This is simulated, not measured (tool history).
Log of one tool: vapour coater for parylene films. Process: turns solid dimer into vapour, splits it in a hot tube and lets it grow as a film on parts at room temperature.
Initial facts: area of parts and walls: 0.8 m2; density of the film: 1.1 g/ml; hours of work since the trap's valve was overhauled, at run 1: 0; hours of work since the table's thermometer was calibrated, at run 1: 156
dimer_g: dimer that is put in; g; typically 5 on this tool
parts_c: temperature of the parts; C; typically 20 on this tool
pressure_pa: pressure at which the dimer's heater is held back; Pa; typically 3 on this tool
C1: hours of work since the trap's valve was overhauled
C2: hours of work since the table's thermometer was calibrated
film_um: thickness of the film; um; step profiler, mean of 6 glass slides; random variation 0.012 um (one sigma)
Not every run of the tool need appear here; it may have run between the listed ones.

Run 1, hour 0: usual settings; C1 0; C2 156. Result: film_um 3.82 um.
Run 2, hour 14.9: usual settings; C1 12; C2 169. Result: film_um 3.82 um.
Run 3, hour 25: usual settings; C1 21; C2 177. Result: film_um 3.8 um.
Run 4, hour 34.9: usual settings; C1 29; C2 185. Result: film_um 3.83 um.
Run 5, hour 52.1: usual settings; C1 44; C2 200. Result: film_um 3.81 um.
Run 6, hour 69: usual settings; C1 58; C2 214. Result: film_um 3.83 um.
Run 7, hour 79.1: usual settings but parts_c 24 C, pressure_pa 2.97 Pa; C1 66; C2 222. Result: film_um 3.36 um.
Run 8, hour 86.6: usual settings but dimer_g 7 g, parts_c 17 C, pressure_pa 6.16 Pa; C1 72; C2 228. Result: film_um 5.39 um.
Run 9, hour 97: usual settings but dimer_g 4 g, parts_c 25 C, pressure_pa 6.6 Pa; C1 81; C2 237. Result: film_um 2.37 um.
Run 10, hour 106.4: usual settings but dimer_g 4 g, parts_c 25 C, pressure_pa 6.6 Pa; C1 89; C2 245. Result: film_um 2.33 um.
Run 11, hour 113.7: usual settings but dimer_g 8 g, parts_c 15 C, pressure_pa 2.53 Pa; C1 95; C2 251. Result: film_um 7.33 um.

5 options for the next run, each taken on its own from the tool as it stands now. Forecast them:
Run A, hour 125.8: usual settings but dimer_g 4 g, parts_c 17 C, pressure_pa 5.3 Pa; C1 105; C2 261. Result: film_um ?.
Run B, hour 125.8: usual settings but dimer_g 8 g; C1 105; C2 261. Result: film_um ?.
Run C, hour 125.8: usual settings but dimer_g 8 g, parts_c 27 C, pressure_pa 2.2 Pa; C1 105; C2 261. Result: film_um ?.
Run D, hour 125.8: usual settings but parts_c 15 C, pressure_pa 10.35 Pa; C1 105; C2 261. Result: film_um ?.
Run E, hour 125.8: usual settings but dimer_g 9 g, parts_c 14 C, pressure_pa 5.51 Pa; C1 105; C2 261. Result: film_um ?.

run  film_um
  A     3.15
  B      6.1
  C     5.07
  D     3.85
  E     7.75
With no hidden state in the tool, these same runs would have given:
run  film_um
  A     3.15
  B      6.1
  C     5.07
  D     3.85
  E     7.76
